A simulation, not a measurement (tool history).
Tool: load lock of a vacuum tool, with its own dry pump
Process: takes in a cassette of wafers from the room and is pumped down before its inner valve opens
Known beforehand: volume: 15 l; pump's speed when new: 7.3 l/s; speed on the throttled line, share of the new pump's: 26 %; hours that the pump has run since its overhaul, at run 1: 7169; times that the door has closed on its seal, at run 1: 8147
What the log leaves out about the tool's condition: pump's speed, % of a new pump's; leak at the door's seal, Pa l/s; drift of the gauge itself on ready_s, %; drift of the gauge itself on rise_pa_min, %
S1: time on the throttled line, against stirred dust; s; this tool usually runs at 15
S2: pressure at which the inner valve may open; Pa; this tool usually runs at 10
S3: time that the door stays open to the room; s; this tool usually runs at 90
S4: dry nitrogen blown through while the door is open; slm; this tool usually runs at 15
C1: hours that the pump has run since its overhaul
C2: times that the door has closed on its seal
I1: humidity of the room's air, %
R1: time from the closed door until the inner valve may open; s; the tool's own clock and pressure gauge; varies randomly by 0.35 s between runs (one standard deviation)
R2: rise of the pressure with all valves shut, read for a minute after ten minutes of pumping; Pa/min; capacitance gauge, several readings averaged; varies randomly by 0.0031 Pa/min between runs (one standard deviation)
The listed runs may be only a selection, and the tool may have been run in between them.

Run 1, day 0: usual settings; C1 7169; C2 8147; I1 44.1. Result: R1 30.7 s, R2 0.103 Pa/min.
Run 2, day 7.479: usual settings but S3 42 s; C1 7349; C2 8423; I1 43.8. Result: R1 30.7 s, R2 0.077 Pa/min.
Run 3, day 14.704: usual settings but S3 42 s; C1 7522; C2 8690; I1 48.5. Result: R1 30.8 s, R2 0.082 Pa/min.
Run 4, day 21.138: usual settings but S3 42 s; C1 7676; C2 8927; I1 43.6. Result: R1 31.4 s, R2 0.084 Pa/min.
Run 5, day 26.829: usual settings but S3 27 s; C1 7813; C2 9137; I1 46.2. Result: R1 30.8 s, R2 0.072 Pa/min.
Run 6, day 32.542: usual settings but S3 27 s; C1 7950; C2 9348; I1 45.1. Result: R1 31.3 s, R2 0.077 Pa/min.
Run 7, day 44.033: usual settings; C1 8226; C2 9772; I1 42.5. Result: R1 31.8 s, R2 0.113 Pa/min.
Run 8, day 55.462: usual settings; C1 8500; C2 10194; I1 48.8. Result: R1 30.9 s, R2 0.125 Pa/min.
Run 9, day 65.071: usual settings; C1 8731; C2 10548; I1 45.2. Result: R1 30.9 s, R2 0.117 Pa/min.
Run 10, day 72.946: usual settings; C1 8920; C2 10839; I1 47.4. Result: R1 31.3 s, R2 0.122 Pa/min.
Run 11, day 80: usual settings but S2 13 Pa, S3 60 s; C1 9089; C2 11099; I1 46. Result: R1 31.2 s, R2 0.099 Pa/min.
Run 12, day 91.133: usual settings but S1 17 s, S2 17 Pa, S3 54 s, S4 12 slm; C1 9356; C2 11510; I1 44. Result: R1 30.8 s, R2 0.108 Pa/min.
Run 13, day 101.267: usual settings but S1 17 s, S2 17 Pa, S3 54 s, S4 12 slm; C1 9600; C2 11884; I1 42.9. Result: R1 32 s, R2 0.107 Pa/min.
Run 14, day 106.612: usual settings but S1 17 s, S2 17 Pa, S3 54 s, S4 12 slm; C1 9728; C2 12082; I1 46.2. Result: R1 31.8 s, R2 0.115 Pa/min.
Run 15, day 117.217: usual settings but S1 17 s, S2 17 Pa, S3 54 s, S4 12 slm; C1 9982; C2 12473; I1 42.3. Result: R1 32 s, R2 0.108 Pa/min.
Run 16, day 128.612: usual settings but S1 17 s, S2 17 Pa, S3 54 s, S4 12 slm; C1 10256; C2 12894; I1 45.1. Result: R1 32.5 s, R2 0.114 Pa/min.
Run 17, day 137.092: usual settings but S1 11 s, S2 9 Pa, S3 54 s, S4 12 slm; C1 10459; C2 13206; I1 45.2. Result: R1 28.8 s, R2 0.113 Pa/min.
Run 18, day 147.596: usual settings but S1 10 s, S2 9 Pa, S3 115 s, S4 12 slm; C1 10711; C2 13594; I1 42.3. Result: R1 28.8 s, R2 0.141 Pa/min.
Run 19, day 157.6: usual settings but S3 125 s; C1 10952; C2 13963; I1 44.3. Result: R1 31.7 s, R2 0.14 Pa/min.
Run 20, day 164.371: usual settings but S1 17 s, S3 27 s; C1 11114; C2 14213; I1 42.3. Result: R1 33.9 s, R2 0.1 Pa/min.

5 options for the next run, each taken on its own from the tool as it stands now. Forecast them:
Run A, day 175.429: usual settings but S1 17 s, S3 89 s; C1 11380; C2 14621; I1 43.4. Result: R1 ?, R2 ?.
Run B, day 175.429: usual settings but S3 33 s; C1 11380; C2 14621; I1 47.4. Result: R1 ?, R2 ?.
Run C, day 175.429: usual settings but S1 21 s, S3 204 s, S4 25 slm; C1 11380; C2 14621; I1 41.2. Result: R1 ?, R2 ?.
Run D, day 175.429: usual settings but S3 225 s; C1 11380; C2 14621; I1 43.3. Result: R1 ?, R2 ?.
Run E, day 175.429: usual settings but S3 47 s; C1 11380; C2 14621; I1 41.8. Result: R1 ?, R2 ?.

run    R1     R2
  A  32.9  0.133
  B  30.9  0.103
  C  36.1  0.145
  D  31.9  0.177
  E  31.6  0.107
Without the tool's unlogged condition, the same runs would have read:
run    R1     R2
  A  31.4  0.081
  B  29.4   0.05
  C  34.7  0.093
  D  30.4  0.125
  E  30.1  0.054
